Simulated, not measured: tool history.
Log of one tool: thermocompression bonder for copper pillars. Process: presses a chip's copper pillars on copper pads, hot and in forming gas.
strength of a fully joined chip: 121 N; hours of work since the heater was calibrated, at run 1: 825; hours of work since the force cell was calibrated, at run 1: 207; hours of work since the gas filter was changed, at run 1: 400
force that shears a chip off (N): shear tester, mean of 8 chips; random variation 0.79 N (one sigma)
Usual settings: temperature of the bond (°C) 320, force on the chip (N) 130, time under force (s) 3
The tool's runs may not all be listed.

run,hour,temperature of the bond (°C),force on the chip (N),time under force (s),hours of work since the heater was calibrated,hours of work since the force cell was calibrated,hours of work since the gas filter was changed,force that shears a chip off (N)
1,0.0,320,130,3,825,207,400,60.6
2,15.9,320,130,3,834,217,410,60.0
3,32.1,320,130,3,844,226,419,61.7
4,39.9,320,130,8,848,231,423,81.0
5,52.6,320,82,3,856,238,431,46.3
6,66.4,320,130,5,864,246,439,71.6
7,76.8,320,130,5,870,252,445,71.5
8,92.7,320,130,3,879,261,454,59.1
9,107.5,320,130,2,888,270,463,52.4
10,115.8,320,130,2,892,275,468,52.9
# hour 124.7: forming gas filter changed
11,133.6,320,130,3,902,285,5,61.2
12,150.9,320,130,3,913,295,15,59.5
13,161.4,338,130,3,919,301,21,75.5
14,178.9,338,130,3,929,311,32,73.9
15,191.2,292,130,2,936,318,39,35.5
16,208.6,346,108,2,946,328,49,61.8
17,216.7,346,166,2,951,333,54,81.3
18,232.6,298,148,6,960,342,63,63.7
19,241.8,307,157,2,965,348,68,50.6
20,251.0,325,120,2,971,353,74,52.3
21,265.6,305,104,5,979,362,82,53.5

Forecast run 22:
22,278.5,305,104,5,987,369,90,?

{"run 22": {"force that shears a chip off (N)": 51.3}}
Without the tool's hidden state the same run would have given force that shears a chip off (N) 51.7.
